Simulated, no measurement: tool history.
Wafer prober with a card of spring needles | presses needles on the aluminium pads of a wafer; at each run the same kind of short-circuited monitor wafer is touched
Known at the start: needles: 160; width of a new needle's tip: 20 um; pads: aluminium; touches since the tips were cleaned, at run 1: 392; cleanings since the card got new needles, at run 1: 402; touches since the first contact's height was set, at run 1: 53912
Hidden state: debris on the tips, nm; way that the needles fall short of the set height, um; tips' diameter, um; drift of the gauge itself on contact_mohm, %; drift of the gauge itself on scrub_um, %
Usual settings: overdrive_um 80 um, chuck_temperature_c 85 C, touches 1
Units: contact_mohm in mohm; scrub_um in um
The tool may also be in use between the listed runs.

run,hour,overdrive_um,chuck_temperature_c,touches,touches since the tips were cleaned,cleanings since the card got new needles,touches since the first contact's height was set,contact_mohm,scrub_um
1,0.0,80,85,1,392,402,53912,218,16.19
# hour 4.8: tips cleaned on abrasive film
# hour 9.6: tips cleaned on abrasive film
# hour 15.6: tips cleaned on abrasive film
# hour 21.6: tips cleaned on abrasive film
# hour 26.4: tips cleaned on abrasive film
# hour 31.2: tips cleaned on abrasive film
# hour 37.2: tips cleaned on abrasive film
# hour 43.2: tips cleaned on abrasive film
# hour 48.0: tips cleaned on abrasive film
2,49.0,80,85,1,474,411,75582,218,16.07
# hour 53.8: tips cleaned on abrasive film
# hour 58.6: tips cleaned on abrasive film
# hour 64.6: tips cleaned on abrasive film
# hour 69.4: tips cleaned on abrasive film
# hour 74.2: tips cleaned on abrasive film
# hour 79.0: tips cleaned on abrasive film
# hour 85.0: tips cleaned on abrasive film
3,88.2,80,85,1,1435,418,92913,247,15.69
# hour 90.7: tips cleaned on abrasive film
# hour 96.7: tips cleaned on abrasive film
# hour 101.5: tips cleaned on abrasive film
# hour 107.4: tips cleaned on abrasive film
# hour 113.4: tips cleaned on abrasive film
# hour 119.4: tips cleaned on abrasive film
# hour 124.2: tips cleaned on abrasive film
# hour 130.2: tips cleaned on abrasive film
# hour 136.2: tips cleaned on abrasive film
# hour 141.0: tips cleaned on abrasive film
4,141.6,80,85,1,254,428,116483,212,15.67
# hour 146.4: tips cleaned on abrasive film
# hour 151.2: tips cleaned on abrasive film
# hour 156.0: tips cleaned on abrasive film
# hour 160.8: tips cleaned on abrasive film
# hour 166.8: tips cleaned on abrasive film
# hour 172.8: tips cleaned on abrasive film
5,173.6,80,85,1,368,434,130628,219,15.33
# hour 178.4: tips cleaned on abrasive film
# hour 183.2: tips cleaned on abrasive film
# hour 189.2: tips cleaned on abrasive film
# hour 194.0: tips cleaned on abrasive film
# hour 198.8: tips cleaned on abrasive film
# hour 210.8: card fitted with new needles
# hour 216.8: tips cleaned on abrasive film
# hour 221.6: tips cleaned on abrasive film
6,223.1,80,118,1,672,2,5440,210,16.27
# hour 226.7: tips cleaned on abrasive film
# hour 232.7: tips cleaned on abrasive film
# hour 237.5: tips cleaned on abrasive film
# hour 242.3: tips cleaned on abrasive film
# hour 248.3: tips cleaned on abrasive film
# hour 253.1: tips cleaned on abrasive film
# hour 257.9: tips cleaned on abrasive film
# hour 263.9: tips cleaned on abrasive film
# hour 268.7: tips cleaned on abrasive film
# hour 274.7: tips cleaned on abrasive film
7,279.2,80,118,1,2024,12,30248,232,15.92
# hour 280.4: tips cleaned on abrasive film
# hour 286.4: tips cleaned on abrasive film
# hour 292.4: tips cleaned on abrasive film
# hour 297.2: tips cleaned on abrasive film
# hour 303.2: tips cleaned on abrasive film
# hour 308.0: tips cleaned on abrasive film
# hour 314.0: tips cleaned on abrasive film
# hour 318.8: tips cleaned on abrasive film
# hour 324.8: tips cleaned on abrasive film
# hour 329.6: tips cleaned on abrasive film
# hour 335.6: tips cleaned on abrasive film
# hour 340.4: tips cleaned on abrasive film
8,344.1,80,118,1,1692,24,58965,220,15.80
# hour 345.4: tips cleaned on abrasive film
# hour 350.2: tips cleaned on abrasive film
# hour 356.2: tips cleaned on abrasive film
# hour 362.2: tips cleaned on abrasive film
# hour 368.2: tips cleaned on abrasive film
# hour 373.0: tips cleaned on abrasive film
9,373.2,80,118,1,95,30,71776,202,15.95
# hour 378.0: tips cleaned on abrasive film
# hour 384.0: tips cleaned on abrasive film
# hour 390.0: tips cleaned on abrasive film
# hour 394.8: tips cleaned on abrasive film
# hour 400.7: tips cleaned on abrasive film
# hour 405.6: tips cleaned on abrasive film
10,409.3,68,36,1,1666,36,87750,231,13.58
# hour 410.5: tips cleaned on abrasive film
# hour 416.5: tips cleaned on abrasive film
# hour 422.5: tips cleaned on abrasive film
# hour 428.5: tips cleaned on abrasive film
# hour 433.3: tips cleaned on abrasive film
# hour 439.3: tips cleaned on abrasive film
# hour 444.1: tips cleaned on abrasive film
# hour 450.1: tips cleaned on abrasive film
# hour 454.9: tips cleaned on abrasive film
# hour 460.9: tips cleaned on abrasive film
# hour 465.7: tips cleaned on abrasive film
# hour 471.6: tips cleaned on abrasive film
# hour 476.5: tips cleaned on abrasive film
11,480.1,68,36,1,1625,49,119051,230,13.25
# hour 481.3: tips cleaned on abrasive film
# hour 481.6: height of the first contact set anew
# hour 487.6: tips cleaned on abrasive film
# hour 492.4: tips cleaned on abrasive film
# hour 498.4: tips cleaned on abrasive film
# hour 503.2: tips cleaned on abrasive film
# hour 509.2: tips cleaned on abrasive film
# hour 514.0: tips cleaned on abrasive film
12,514.5,68,36,1,240,56,14547,200,12.96
# hour 519.4: tips cleaned on abrasive film
# hour 525.3: tips cleaned on abrasive film
# hour 530.1: tips cleaned on abrasive film
# hour 536.1: tips cleaned on abrasive film
# hour 542.1: tips cleaned on abrasive film
# hour 548.1: tips cleaned on abrasive film
# hour 552.9: tips cleaned on abrasive film
# hour 558.9: tips cleaned on abrasive film
# hour 563.7: tips cleaned on abrasive film
13,566.2,68,36,1,1139,65,37412,224,12.78
# hour 568.7: tips cleaned on abrasive film
# hour 573.5: tips cleaned on abrasive film
# hour 576.1: height of the first contact set anew, once more
# hour 579.8: tips cleaned on abrasive film
# hour 585.8: tips cleaned on abrasive film
# hour 591.7: tips cleaned on abrasive film
# hour 597.7: tips cleaned on abrasive film
# hour 602.5: tips cleaned on abrasive film
14,605.4,75,60,1,1282,72,12940,223,15.11
# hour 607.8: tips cleaned on abrasive film
# hour 612.6: tips cleaned on abrasive film
# hour 618.6: tips cleaned on abrasive film
# hour 624.6: tips cleaned on abrasive film
# hour 629.4: tips cleaned on abrasive film
# hour 634.2: tips cleaned on abrasive film
# hour 639.0: tips cleaned on abrasive film
15,640.0,96,85,1,434,79,28212,199,19.47
# hour 644.8: tips cleaned on abrasive film
# hour 649.6: tips cleaned on abrasive film
# hour 655.6: tips cleaned on abrasive film
# hour 661.6: tips cleaned on abrasive film
# hour 666.4: tips cleaned on abrasive film
# hour 672.4: tips cleaned on abrasive film
16,673.6,93,117,1,574,85,43094,211,18.54
# hour 677.3: tips cleaned on abrasive film
# hour 683.2: tips cleaned on abrasive film
# hour 688.0: tips cleaned on abrasive film
# hour 694.0: tips cleaned on abrasive film
# hour 700.0: tips cleaned on abrasive film
# hour 706.0: tips cleaned on abrasive film
# hour 710.8: tips cleaned on abrasive film
17,714.4,67,85,1,1638,92,61155,241,13.67

5 ways to go on from here, each from the tool as it stands after run 17. What would each give?
# hour 715.7: tips cleaned on abrasive film
# hour 721.7: tips cleaned on abrasive film
# hour 727.7: tips cleaned on abrasive film
# hour 733.7: tips cleaned on abrasive film
# hour 738.5: tips cleaned on abrasive film
# hour 744.5: tips cleaned on abrasive film
# hour 750.5: tips cleaned on abrasive film
# hour 756.4: tips cleaned on abrasive film
# hour 761.3: tips cleaned on abrasive film
A,764.7,80,50,1,1546,101,83372,?,?
# hour 715.7: tips cleaned on abrasive film
# hour 721.7: tips cleaned on abrasive film
# hour 727.7: tips cleaned on abrasive film
# hour 733.7: tips cleaned on abrasive film
# hour 738.5: tips cleaned on abrasive film
# hour 744.5: tips cleaned on abrasive film
# hour 750.5: tips cleaned on abrasive film
# hour 756.4: tips cleaned on abrasive film
# hour 761.3: tips cleaned on abrasive film
B,764.7,68,85,1,1546,101,83372,?,?
# hour 715.7: tips cleaned on abrasive film
# hour 721.7: tips cleaned on abrasive film
# hour 727.7: tips cleaned on abrasive film
# hour 733.7: tips cleaned on abrasive film
# hour 738.5: tips cleaned on abrasive film
# hour 744.5: tips cleaned on abrasive film
# hour 750.5: tips cleaned on abrasive film
# hour 756.4: tips cleaned on abrasive film
# hour 761.3: tips cleaned on abrasive film
C,764.7,68,85,1,1546,101,83372,?,?
# hour 715.7: tips cleaned on abrasive film
# hour 721.7: tips cleaned on abrasive film
# hour 727.7: tips cleaned on abrasive film
# hour 733.7: tips cleaned on abrasive film
# hour 738.5: tips cleaned on abrasive film
# hour 744.5: tips cleaned on abrasive film
# hour 750.5: tips cleaned on abrasive film
# hour 756.4: tips cleaned on abrasive film
# hour 761.3: tips cleaned on abrasive film
D,764.7,72,55,1,1546,101,83372,?,?
# hour 715.7: tips cleaned on abrasive film
# hour 721.7: tips cleaned on abrasive film
# hour 727.7: tips cleaned on abrasive film
# hour 733.7: tips cleaned on abrasive film
# hour 738.5: tips cleaned on abrasive film
# hour 744.5: tips cleaned on abrasive film
# hour 750.5: tips cleaned on abrasive film
# hour 756.4: tips cleaned on abrasive film
# hour 761.3: tips cleaned on abrasive film
E,764.7,84,33,1,1546,101,83372,?,?

run,contact_mohm,scrub_um
A,226,15.94
B,248,13.55
C,243,13.39
D,235,14.19
E,218,16.81
Without the tool's hidden state the same runs would have given:
run,contact_mohm,scrub_um
A,184,16.40
B,194,14.02
C,190,13.85
D,184,14.65
E,178,17.27

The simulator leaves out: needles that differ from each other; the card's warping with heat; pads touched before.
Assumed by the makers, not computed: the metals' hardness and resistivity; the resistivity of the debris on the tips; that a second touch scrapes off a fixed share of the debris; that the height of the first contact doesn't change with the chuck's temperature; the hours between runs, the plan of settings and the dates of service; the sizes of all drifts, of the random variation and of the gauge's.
